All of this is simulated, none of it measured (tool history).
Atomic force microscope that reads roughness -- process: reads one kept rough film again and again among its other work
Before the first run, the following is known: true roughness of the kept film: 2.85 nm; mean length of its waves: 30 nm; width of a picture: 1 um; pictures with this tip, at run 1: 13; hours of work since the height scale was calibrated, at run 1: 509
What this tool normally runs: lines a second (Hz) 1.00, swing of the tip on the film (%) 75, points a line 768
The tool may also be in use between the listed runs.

run     day  lines a second (Hz)  swing of the tip on the film (%)  points a line  pictures with this tip  hours of work since the height scale was calibrated  roughness of the kept film (nm (root mean square))
  1   0.000                 1.00                                75            768                      13                                                  509                                               2.462
  2   1.283                 1.00                                75            927                      40                                                  522                                               2.420
  3   2.500                 1.00                                75            927                      66                                                  535                                               2.384
  4   4.750                 1.00                                75            768                     113                                                  559                                               2.309
  5   6.321                 3.17                                75            768                     147                                                  575                                               1.947
  6   7.500                 3.17                                75            768                     172                                                  588                                               1.917
  7   9.888                 3.17                                75            768                     222                                                  613                                               1.859
  8  12.417                 3.17                                75            768                     276                                                  640                                               1.797
  9  13.679                 1.00                                75            768                     303                                                  653                                               2.058
 10  14.808                 1.00                                75            768                     327                                                  665                                               2.022
     15.167  -- new tip fitted
 11  16.804                 1.00                                75            393                      34                                                  686                                               2.403
 12  19.192                 1.00                                75            768                      85                                                  711                                               2.325
 13  21.742                 1.00                                75            768                     139                                                  738                                               2.243
 14  23.246                 1.00                                75            768                     171                                                  754                                               2.218
 15  24.675                 1.00                                75            768                     201                                                  769                                               2.167
 16  26.921                 1.00                                75            768                     249                                                  792                                               2.092
 17  28.562                 1.00                                89            614                     284                                                  810                                               1.923
 18  30.821                 1.00                                89            614                     332                                                  833                                               1.865
     31.046  -- new tip fitted
 19  32.404                 3.71                                85            548                      29                                                  850                                               1.772
 20  34.438                 1.56                                85            548                      72                                                  871                                               2.117
 21  37.021                 1.19                                75            310                     127                                                  899                                               2.239
 22  39.058                 0.86                                76            545                     170                                                  920                                               2.242
 23  41.658                 0.86                                76            545                     225                                                  948                                               2.170
 24  43.817                 0.60                                73            995                     271                                                  970                                               2.174
 25  46.246                 0.60                                73            995                     322                                                  996                                               2.117
     46.771  -- new tip fitted
 26  47.538                 0.60                                73            904                      16                                                 1009                                               2.539
 27  49.583                 0.60                                73            904                      60                                                 1031                                               2.453
 28  50.967                 0.60                                73            708                      89                                                 1045                                               2.386
 29  52.283                 0.80                                82            357                     117                                                 1059                                               2.262
 30  54.408                 1.11                                62            902                     162                                                 1082                                               2.290
 31  57.038                 1.40                                82            266                     218                                                 1110                                               1.989
 32  58.512                 1.40                                82            266                     249                                                 1125                                               1.915

Across each entry between runs, compare the hidden state at the last listed run before it with the hidden state at the first listed run after it:
After run 10, before run 11: new tip fitted (day 15.167)
  radius of the tip, nm: 24.5 -> 7.7
  measured value less the no-hidden-state value, roughness of the kept film (nm (root mean square)): -0.468 -> -0.078
After run 18, before run 19: new tip fitted (day 31.046)
  radius of the tip, nm: 24.9 -> 6.6; height scale over the true one, %: -0.17 -> -0.18
  measured value less the no-hidden-state value, roughness of the kept film (nm (root mean square)): -0.441 -> -0.037
After run 25, before run 26: new tip fitted (day 46.771)
  radius of the tip, nm: 23.2 -> 6.5
  measured value less the no-hidden-state value, roughness of the kept film (nm (root mean square)): -0.459 -> -0.050
